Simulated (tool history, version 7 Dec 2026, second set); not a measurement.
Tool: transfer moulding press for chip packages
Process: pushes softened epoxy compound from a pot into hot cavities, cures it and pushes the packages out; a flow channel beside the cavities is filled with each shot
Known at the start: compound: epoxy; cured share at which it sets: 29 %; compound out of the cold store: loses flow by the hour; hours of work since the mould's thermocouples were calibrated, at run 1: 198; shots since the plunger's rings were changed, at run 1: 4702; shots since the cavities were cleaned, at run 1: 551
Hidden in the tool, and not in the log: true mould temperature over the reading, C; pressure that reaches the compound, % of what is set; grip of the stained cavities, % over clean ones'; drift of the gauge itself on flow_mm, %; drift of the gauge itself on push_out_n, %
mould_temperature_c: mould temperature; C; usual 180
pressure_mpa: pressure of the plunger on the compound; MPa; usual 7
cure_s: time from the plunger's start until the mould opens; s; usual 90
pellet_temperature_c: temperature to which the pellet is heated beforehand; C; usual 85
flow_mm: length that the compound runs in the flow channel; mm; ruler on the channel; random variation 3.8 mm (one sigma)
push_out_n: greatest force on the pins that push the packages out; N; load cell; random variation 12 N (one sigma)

run   hour  mould_temperature_c  pressure_mpa  cure_s  pellet_temperature_c  hours of work since the mould's thermocouples were calibrated  shots since the plunger's rings were changed  shots since the cavities were cleaned  incoming compound's hours out of the cold store  flow_mm  push_out_n
  1      0                  180             7      90                    85                                                            198                                          4702                                    551                                             23.7      892         724
      19.8  -- cavities cleaned with cleaning compound and waxed
  2   25.5                  180             7      90                    85                                                            215                                          5039                                     80                                             27.9      872         598
  3   50.2                  180          6.88      90                    85                                                            232                                          5385                                    426                                             23.3      883         699
  4   70.6                  180          6.88      90                    85                                                            247                                          5670                                    711                                             27.4      860         775
      78.2  -- cavities cleaned with cleaning compound and waxed
  5   94.9                  180          6.88      90                    85                                                            263                                          5990                                    234                                             32.4      832         650
     110.4  -- plunger's sealing rings changed
  6  111.2                  180          6.88      90                    85                                                            273                                            11                                    427                                             41.9      834         666
  7  126.9                  180          6.88      90                    85                                                            284                                           232                                    648                                               22      947         740
     140.1  -- cavities cleaned with cleaning compound and waxed
  8  151.3                  180          6.58      90                    85                                                            300                                           552                                    156                                             43.1      816         612
  9  172.8                  180          6.58      90                    85                                                            316                                           854                                    458                                             34.4      852         695
 10  185.8                  180          6.58      90                    85                                                            325                                          1036                                    640                                             34.2      856         726
     198.6  -- cavities cleaned with cleaning compound and waxed
 11  199.5                  180          6.58      90                    85                                                            334                                          1207                                     12                                             14.6      953         571
 12  210.5                  180          6.58      90                    85                                                            342                                          1361                                    166                                             43.4      807         586
 13  225.5                  180          6.58      90                    85                                                            352                                          1572                                    377                                             29.4      869         660
     236.2  -- mould's thermocouples calibrated
 14  242.8                  180             7      90                    85                                                              5                                          1787                                    592                                             18.8      947         727
 15  254.9                  186             7      86                    85                                                             13                                          1955                                    760                                             30.2      884         582
     258.8  -- cavities cleaned with cleaning compound and waxed
 16  270.7                  186             7      86                    85                                                             23                                          2156                                    167                                             14.6      955         478
 17  283.1                  186             7      86                    85                                                             32                                          2331                                    342                                             40.7      829         517
 18  294.9                  173             7      98                    84                                                             41                                          2496                                    507                                             30.5      891         917
 19  314.4                  181          7.23      96                    78                                                             55                                          2769                                    780                                              9.1     1010         675
     317.7  -- cavities cleaned with cleaning compound and waxed
 20  329.4                  181          5.21     102                    93                                                             64                                          2958                                    165                                             33.1      741         455
 21  341.7                  180          5.99      98                    87                                                             73                                          3131                                    338                                              8.5      915         608
 22  367.5                  180          5.99      98                    87                                                             91                                          3492                                    699                                             32.4      795         614
     375.3  -- cavities cleaned with cleaning compound and waxed
 23  385.6                  180          5.99      98                    87                                                            103                                          3725                                    144                                             46.5      733         486
 24  411.8                  180          5.99      98                    78                                                            122                                          4092                                    511                                             26.2      817         590
 25  430.7                  180          5.99      98                    78                                                            135                                          4357                                    776                                             24.5      826         674
     433.6  -- cavities cleaned with cleaning compound and waxed
 26  454.6                  177             7      90                    85                                                            151                                          4671                                    294                                             20.9      913         818
 27  470.2                  186             7     106                    81                                                            162                                          4890                                    513                                              8.8      959         490

5 ways to go on from here, each from the tool as it stands after run 27. What would each give?
     492.1  -- cavities cleaned with cleaning compound and waxed
  A  492.2                  186          8.34      82                    82                                                            177                                          5177                                      1                                             23.8        ?           ?
     492.1  -- cavities cleaned with cleaning compound and waxed
  B  492.2                  186          7.79     106                    81                                                            177                                          5177                                      1                                             10.6        ?           ?
     492.1  -- cavities cleaned with cleaning compound and waxed
  C  492.2                  180             7      98                    85                                                            177                                          5177                                      1                                             45.9        ?           ?
     492.1  -- cavities cleaned with cleaning compound and waxed
  D  492.2                  182          5.28     128                    81                                                            177                                          5177                                      1                                              8.1        ?           ?
     492.1  -- cavities cleaned with cleaning compound and waxed
  E  492.2                  178             7      90                    81                                                            177                                          5177                                      1                                             40.2        ?           ?

run  flow_mm  push_out_n
  A      958         470
  B      996         372
  C      783         429
  D      836         364
  E      807         581
Without the tool's hidden state the same runs would have given:
run  flow_mm  push_out_n
  A     1021         467
  B     1061         371
  C      835         427
  D      891         363
  E      860         576

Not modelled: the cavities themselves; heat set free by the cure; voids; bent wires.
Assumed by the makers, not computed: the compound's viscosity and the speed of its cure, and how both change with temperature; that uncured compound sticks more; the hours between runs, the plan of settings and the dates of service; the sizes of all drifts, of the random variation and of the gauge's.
